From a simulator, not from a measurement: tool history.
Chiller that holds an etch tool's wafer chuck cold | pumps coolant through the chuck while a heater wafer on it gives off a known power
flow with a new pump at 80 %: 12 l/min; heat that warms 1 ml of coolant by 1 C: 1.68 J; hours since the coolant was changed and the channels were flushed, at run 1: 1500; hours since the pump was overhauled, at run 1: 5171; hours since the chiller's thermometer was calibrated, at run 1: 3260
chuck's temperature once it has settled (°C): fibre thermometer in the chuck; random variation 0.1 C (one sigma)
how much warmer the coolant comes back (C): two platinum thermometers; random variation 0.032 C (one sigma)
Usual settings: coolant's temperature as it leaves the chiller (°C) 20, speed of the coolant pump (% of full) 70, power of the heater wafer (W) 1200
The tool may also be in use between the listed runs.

run,hour,coolant's temperature as it leaves the chiller (°C),speed of the coolant pump (% of full),power of the heater wafer (W),hours since the coolant was changed and the channels were flushed,hours since the pump was overhauled,hours since the chiller's thermometer was calibrated,chuck's temperature once it has settled (°C),how much warmer the coolant comes back (C)
1,0.0,20,70,1200,1500,5171,3260,36.7,4.60
2,116.6,20,70,1200,1617,5288,3377,37.0,4.68
3,181.8,20,80,1200,1682,5353,3442,36.0,4.13
4,311.8,20,80,1200,1812,5483,3572,35.9,4.11
5,437.3,20,80,1200,1938,5608,3698,36.1,4.14
6,546.1,14,80,1200,2046,5717,3806,30.0,4.14
7,627.2,20,70,1200,2128,5798,3888,37.3,4.77
8,718.4,13,70,1200,2219,5889,3979,30.4,4.82
9,836.7,13,70,1200,2337,6008,4097,30.5,4.78
10,925.4,13,70,1200,2426,6096,4186,30.5,4.78
11,1017.4,13,70,1200,2518,6188,4278,30.7,4.85
# hour 1052.6: chiller's thermometer calibrated
12,1114.8,13,70,1200,2614,6285,62,30.2,4.81
13,1180.6,13,70,1200,2680,6351,128,30.5,4.85
14,1283.4,13,70,1200,2783,6453,231,30.4,4.88
15,1373.6,13,84,1520,2873,6544,321,33.2,5.10
16,1455.9,21,82,1520,2955,6626,403,41.8,5.28
17,1526.7,10,70,1200,3026,6697,474,27.7,4.86
# hour 1591.9: coolant pump overhauled
18,1598.8,10,70,1200,3093,7,541,26.2,4.12
19,1713.7,29,66,1083,3208,122,656,44.2,3.91
20,1789.0,29,66,1083,3283,197,731,44.3,3.98
21,1914.1,29,66,1083,3408,322,857,44.4,3.97
22,2040.7,29,70,717,3535,449,983,38.9,2.48
23,2163.5,20,83,1200,3658,572,1106,35.2,3.54
24,2247.8,23,74,1200,3742,656,1190,39.2,3.91
25,2328.2,19,70,951,3823,736,1271,32.3,3.28
26,2457.8,20,72,1200,3952,866,1400,36.8,4.05

Forecast run 27:
27,2581.3,20,74,788,4076,989,1524,?,?

chuck's temperature once it has settled (°C): 30.9
how much warmer the coolant comes back (C): 2.65
Without the tool's hidden state the same run would have given chuck's temperature once it has settled (°C) 29.4, how much warmer the coolant comes back (C) 2.58.
